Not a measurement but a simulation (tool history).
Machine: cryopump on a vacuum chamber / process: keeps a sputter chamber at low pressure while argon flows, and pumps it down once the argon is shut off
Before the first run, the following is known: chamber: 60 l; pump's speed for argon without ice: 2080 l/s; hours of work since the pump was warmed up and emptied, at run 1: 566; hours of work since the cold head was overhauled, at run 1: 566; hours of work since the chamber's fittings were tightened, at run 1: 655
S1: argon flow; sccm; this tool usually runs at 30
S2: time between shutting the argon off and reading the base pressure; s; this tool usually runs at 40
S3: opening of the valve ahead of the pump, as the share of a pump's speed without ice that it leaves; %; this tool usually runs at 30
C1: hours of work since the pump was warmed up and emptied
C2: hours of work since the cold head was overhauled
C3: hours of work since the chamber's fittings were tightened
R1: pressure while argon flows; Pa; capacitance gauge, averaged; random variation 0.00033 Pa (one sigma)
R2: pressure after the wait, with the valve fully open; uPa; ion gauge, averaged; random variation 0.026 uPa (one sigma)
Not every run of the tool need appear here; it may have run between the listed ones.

| run | hour | S1 | S2 | S3 | C1 | C2 | C3 | R1 | R2 |
|---|---|---|---|---|---|---|---|---|---|
| 1 | 0 | 30 | 40 | 30 | 566 | 566 | 655 | 0.0868 | 1.97 |
| 2 | 22.6 | 30 | 40 | 30 | 580 | 580 | 669 | 0.0868 | 2.02 |
| 3 | 38.6 | 30 | 40 | 30 | 590 | 590 | 679 | 0.0863 | 1.96 |
| 4 | 63.5 | 30 | 40 | 30 | 605 | 605 | 695 | 0.0872 | 2.09 |
| 5 | 88.7 | 44 | 40 | 30 | 621 | 621 | 711 | 0.127 | 2.07 |
| 6 | 103.2 | 39 | 40 | 30 | 630 | 630 | 720 | 0.1128 | 2.08 |
| 7 | 114.8 | 39 | 40 | 30 | 638 | 638 | 727 | 0.1132 | 2.14 |
|  | 128.8 | pump warmed up, emptied and cooled again |
| 8 | 139.1 | 30 | 131 | 30 | 6 | 650 | 739 | 0.0816 | 1.26 |
| 9 | 163 | 30 | 131 | 30 | 21 | 665 | 754 | 0.0818 | 1.29 |
| 10 | 181 | 30 | 131 | 30 | 33 | 676 | 765 | 0.0814 | 1.32 |
| 11 | 196.7 | 30 | 131 | 30 | 43 | 686 | 775 | 0.0816 | 1.31 |
| 12 | 209.2 | 30 | 131 | 30 | 50 | 694 | 783 | 0.0818 | 1.3 |
| 13 | 232.8 | 40 | 131 | 24 | 65 | 709 | 798 | 0.1365 | 1.34 |

What does the tool deliver on the next run?
| 14 | 248.2 | 40 | 131 | 24 | 75 | 718 | 808 | ? | ? |

R1: 0.1364 Pa
R2: 1.37 uPa
On a tool with no hidden condition, and with the same random variation, this run would have come out at R1 0.1354 Pa, R2 0.43 uPa.
